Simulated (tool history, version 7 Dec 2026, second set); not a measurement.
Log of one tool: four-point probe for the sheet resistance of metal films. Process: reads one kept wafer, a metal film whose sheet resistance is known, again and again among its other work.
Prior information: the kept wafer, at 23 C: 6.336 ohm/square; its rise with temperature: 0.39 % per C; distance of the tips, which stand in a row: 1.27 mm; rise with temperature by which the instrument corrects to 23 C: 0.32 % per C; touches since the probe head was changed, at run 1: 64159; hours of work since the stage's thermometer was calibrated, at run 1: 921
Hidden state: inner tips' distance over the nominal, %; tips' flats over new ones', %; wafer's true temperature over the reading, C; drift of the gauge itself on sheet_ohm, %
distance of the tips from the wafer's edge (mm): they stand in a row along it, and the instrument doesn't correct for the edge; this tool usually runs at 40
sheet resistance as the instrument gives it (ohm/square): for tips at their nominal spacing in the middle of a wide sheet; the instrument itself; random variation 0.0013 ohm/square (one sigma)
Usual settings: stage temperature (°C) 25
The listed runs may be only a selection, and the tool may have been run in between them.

run	hour	stage temperature (°C)	distance of the tips from the wafer's edge (mm)	touches since the probe head was changed	hours of work since the stage's thermometer was calibrated	sheet resistance as the instrument gives it (ohm/square)
1	0.0	25	40	64159	921	6.327823
2	77.5	34	40	65978	953	6.361427
3	175.5	34	40	68280	992	6.359197
4	228.4	25	40	69524	1013	6.324477
5	307.4	25	40	71379	1045	6.325983
6	365.0	25	40	72732	1068	6.325176
7	411.8	25	25	73831	1087	6.330999
8	509.7	25	25	76129	1126	6.329291
9	555.5	25	25	77204	1145	6.327294
10	614.8	25	40	78598	1169	6.325065
11	682.0	25	40	80176	1196	6.321498
12	765.2	25	40	82130	1229	6.321742
13	819.6	25	40	83407	1251	6.320328
14	911.0	25	40	85553	1288	6.319971
15	978.0	25	14	87126	1315	6.344194
16	1068.3	25	40	89248	1351	6.320399
17	1140.5	25	7	90943	1380	6.421529
18	1222.3	25	40	92864	1413	6.315820
19	1270.6	25	40	93998	1433	6.316249
20	1361.2	25	40	96126	1469	6.316493
21	1412.8	25	40	97337	1490	6.312784
22	1468.2	25	40	98639	1512	6.314128
23	1526.1	25	67	99999	1535	6.310147
24	1566.9	25	67	100957	1552	6.308590
25	1624.2	25	67	102301	1575	6.310245
# hour 1632.9: stage's thermometer calibrated
26	1719.6	22	19	104530	35	6.309879
27	1783.7	26	5	106036	61	6.521217
28	1832.3	28	9	107177	80	6.382635
29	1881.4	28	9	108331	100	6.383056
30	1952.6	23	39	110003	129	6.299284
# hour 2041.7: stage's thermometer calibrated, once more
31	2044.5	25	29	112149	1	6.315091
32	2104.6	25	29	113559	25	6.313256
33	2191.8	25	15	115608	60	6.330635
34	2242.5	34	4	116799	81	6.665139
35	2283.7	19	5	117766	97	6.493702
36	2331.1	19	5	118880	116	6.493899
37	2418.2	19	5	120925	151	6.492881
38	2466.1	20	40	122050	171	6.284845
39	2551.9	25	4	124065	205	6.624347
40	2620.8	21	38	125683	233	6.288012
41	2678.2	21	38	127031	256	6.288258
42	2751.0	21	38	128741	285	6.286255
43	2793.4	20	64	129736	302	6.280312
44	2872.4	19	6	131591	334	6.422846

Predict each of these 3 candidate next runs independently; none follows another, all start after run 44:
A	2924.9	33	6	132825	355	?
B	2924.9	25	7	132825	355	?
C	2924.9	30	7	132825	355	?

run	sheet resistance as the instrument gives it (ohm/square)
A	6.474132
B	6.406547
C	6.427250
Without the tool's unlogged condition, the same runs would have read:
run	sheet resistance as the instrument gives it (ohm/square)
A	6.521521
B	6.453541
C	6.474346

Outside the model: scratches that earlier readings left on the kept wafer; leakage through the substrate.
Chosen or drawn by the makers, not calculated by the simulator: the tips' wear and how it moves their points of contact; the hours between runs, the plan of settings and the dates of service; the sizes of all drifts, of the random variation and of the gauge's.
